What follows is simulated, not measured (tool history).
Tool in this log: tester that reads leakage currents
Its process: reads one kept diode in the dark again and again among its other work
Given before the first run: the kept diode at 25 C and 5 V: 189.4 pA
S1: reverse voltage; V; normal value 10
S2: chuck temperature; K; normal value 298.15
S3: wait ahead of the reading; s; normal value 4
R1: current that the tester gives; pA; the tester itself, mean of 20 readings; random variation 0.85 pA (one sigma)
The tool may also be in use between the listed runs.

| run | hour | S1 | S2 | S3 | R1 |
|---|---|---|---|---|---|
| 1 | 0 | 10 | 298.15 | 4 | 284.32 |
| 2 | 14.7 | 10 | 298.15 | 4 | 283.35 |
| 3 | 31 | 10 | 318.15 | 4 | 1478.04 |
| 4 | 55.7 | 10 | 298.15 | 4 | 284.75 |
| 5 | 73.9 | 10 | 298.15 | 4 | 282.41 |
| 6 | 103.4 | 10 | 294.15 | 4 | 198.98 |
| 7 | 119 | 10 | 294.15 | 4 | 198.6 |
| 8 | 144.8 | 3.3 | 298.15 | 4 | 149.94 |
| 9 | 164.3 | 10 | 298.15 | 4 | 284.1 |
| 10 | 194 | 10 | 298.15 | 0.34 | 288.35 |
| 11 | 218.8 | 10 | 298.15 | 0.49 | 286.39 |
| 12 | 233.9 | 10 | 298.15 | 0.49 | 287.66 |
| 13 | 253.5 | 10 | 298.15 | 0.49 | 285.59 |
| 14 | 284 | 10 | 298.15 | 4 | 283.09 |
| 15 | 303.7 | 10 | 298.15 | 4 | 283.75 |
| 16 | 322.7 | 10 | 298.15 | 4 | 282.62 |
| 17 | 337.8 | 10 | 298.15 | 4 | 283.78 |
| 18 | 355 | 10 | 310.15 | 4 | 783.03 |

Expected results for the next run?
| 19 | 376 | 10 | 310.15 | 4 | ? |

Run 19 came out at R1 785.14 pA.
Without the tool's hidden state the same run would have given R1 784.67 pA.
